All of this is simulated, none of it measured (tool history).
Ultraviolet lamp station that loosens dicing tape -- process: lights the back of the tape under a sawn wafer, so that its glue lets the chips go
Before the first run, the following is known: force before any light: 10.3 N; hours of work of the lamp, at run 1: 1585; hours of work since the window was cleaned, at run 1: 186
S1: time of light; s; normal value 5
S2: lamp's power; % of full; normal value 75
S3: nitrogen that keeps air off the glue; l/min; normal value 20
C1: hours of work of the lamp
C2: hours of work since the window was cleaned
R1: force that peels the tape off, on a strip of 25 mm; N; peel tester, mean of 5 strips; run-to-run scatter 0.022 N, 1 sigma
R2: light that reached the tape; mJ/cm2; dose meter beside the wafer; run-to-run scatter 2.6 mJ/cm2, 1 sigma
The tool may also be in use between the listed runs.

| run | day | S1 | S2 | S3 | C1 | C2 | R1 | R2 |
|---|---|---|---|---|---|---|---|---|
| 1 | 0 | 5 | 75 | 20 | 1585 | 186 | 1.823 | 260 |
|  | 1.55 | lamp changed |
| 2 | 2.4 | 5 | 75 | 20 | 12 | 220 | 1.198 | 331 |
| 3 | 4.25 | 5 | 85 | 20 | 39 | 247 | 0.922 | 369 |
| 4 | 6.171 | 2 | 75 | 20 | 67 | 275 | 4.238 | 128 |
| 5 | 8.617 | 2 | 75 | 20 | 103 | 311 | 4.318 | 126 |
| 6 | 11.996 | 2 | 75 | 20 | 152 | 360 | 4.433 | 127 |
| 7 | 15.683 | 5 | 75 | 20 | 206 | 414 | 1.315 | 313 |
| 8 | 19.746 | 5 | 75 | 39 | 265 | 473 | 0.966 | 306 |
|  | 20.725 | window cleaned of glue's vapour |
| 9 | 21.808 | 5 | 75 | 39 | 295 | 16 | 0.905 | 322 |
| 10 | 25.638 | 5 | 75 | 39 | 350 | 72 | 0.934 | 314 |
| 11 | 28.883 | 5 | 75 | 39 | 398 | 119 | 0.945 | 313 |
| 12 | 30.733 | 5 | 75 | 20 | 425 | 146 | 1.313 | 305 |
| 13 | 34.917 | 5 | 75 | 20 | 486 | 207 | 1.355 | 301 |
| 14 | 37.433 | 5 | 75 | 20 | 522 | 243 | 1.359 | 303 |
| 15 | 40.025 | 5 | 75 | 20 | 560 | 281 | 1.431 | 296 |
| 16 | 43.242 | 5 | 75 | 20 | 607 | 328 | 1.459 | 292 |
| 17 | 47.254 | 8 | 75 | 20 | 665 | 386 | 0.527 | 463 |
| 18 | 50.3 | 8 | 75 | 20 | 710 | 431 | 0.55 | 461 |
| 19 | 52.558 | 5 | 75 | 7 | 742 | 464 | 2.677 | 288 |
|  | 54.242 | window cleaned of glue's vapour |
| 20 | 54.617 | 2 | 75 | 20 | 772 | 5 | 4.711 | 121 |
| 21 | 56.433 | 2 | 75 | 20 | 799 | 32 | 4.563 | 120 |
| 22 | 58.646 | 4 | 75 | 20 | 831 | 64 | 2.158 | 236 |
| 23 | 61.904 | 5 | 68 | 9 | 878 | 112 | 2.556 | 258 |
| 24 | 65.667 | 2 | 66 | 13 | 933 | 166 | 5.579 | 98 |
| 25 | 69.046 | 2 | 89 | 18 | 982 | 216 | 4.294 | 133 |
| 26 | 71.917 | 3 | 75 | 36 | 1024 | 257 | 2.916 | 165 |
| 27 | 74.575 | 4 | 81 | 22 | 1063 | 296 | 1.988 | 242 |
| 28 | 76.896 | 4 | 75 | 20 | 1097 | 330 | 2.333 | 223 |
| 29 | 79.079 | 6 | 75 | 12 | 1128 | 362 | 1.609 | 324 |
| 30 | 81.242 | 3 | 75 | 9 | 1160 | 393 | 4.298 | 160 |
| 31 | 84.538 | 3 | 73 | 35 | 1208 | 441 | 3.245 | 153 |
|  | 87.704 | window cleaned of glue's vapour |
| 32 | 88.342 | 3 | 73 | 35 | 1263 | 9 | 2.961 | 156 |
| 33 | 91.788 | 3 | 75 | 29 | 1313 | 59 | 3.133 | 164 |
| 34 | 95.1 | 3 | 75 | 29 | 1361 | 108 | 3.173 | 159 |
| 35 | 99.029 | 5 | 82 | 37 | 1419 | 165 | 1.171 | 284 |
| 36 | 102.062 | 6 | 75 | 16 | 1463 | 209 | 1.475 | 309 |
| 37 | 105.733 | 4 | 75 | 9 | 1516 | 263 | 3.48 | 201 |
| 38 | 108.483 | 3 | 75 | 20 | 1556 | 303 | 3.771 | 146 |
|  | 111.858 | lamp changed |
| 39 | 112.296 | 3 | 75 | 20 | 6 | 357 | 2.758 | 194 |
| 40 | 114.675 | 5 | 75 | 19 | 41 | 392 | 1.227 | 327 |
| 41 | 117.079 | 5 | 75 | 19 | 76 | 427 | 1.294 | 318 |
| 42 | 120.438 | 3 | 75 | 17 | 125 | 476 | 2.99 | 190 |

Hidden state or all else? Some run-to-run changes of R1, split into what the settings, what came in and random variation would give without the hidden state, and what is left for the hidden state (with any gauge scatter that isn't in both results):
Hidden conditions of the tool in this case: lamp's light, % of a new lamp's; light that the window lets through, % of a clean one's; drift of the gauge itself on peel_n, %; drift of the gauge itself on dose_mj_cm2, %.
Run 1 -> 2: lamp changed. R1 -0.625 N: hidden state -0.638, all else +0.013.
Run 3 -> 4: S1 5 -> 2, S2 85 -> 75. R1 +3.316 N: hidden state +0.125, all else +3.191.
Run 6 -> 7: S1 2 -> 5. R1 -3.118 N: hidden state -0.085, all else -3.033.
Run 18 -> 19: S1 8 -> 5, S3 20 -> 7. R1 +2.127 N: hidden state +0.456, all else +1.671.
Run 23 -> 24: S1 5 -> 2, S2 68 -> 66, S3 9 -> 13. R1 +3.023 N: hidden state +0.076, all else +2.947.
Run 38 -> 39: lamp changed. R1 -1.013 N: hidden state -1.023, all else +0.01.
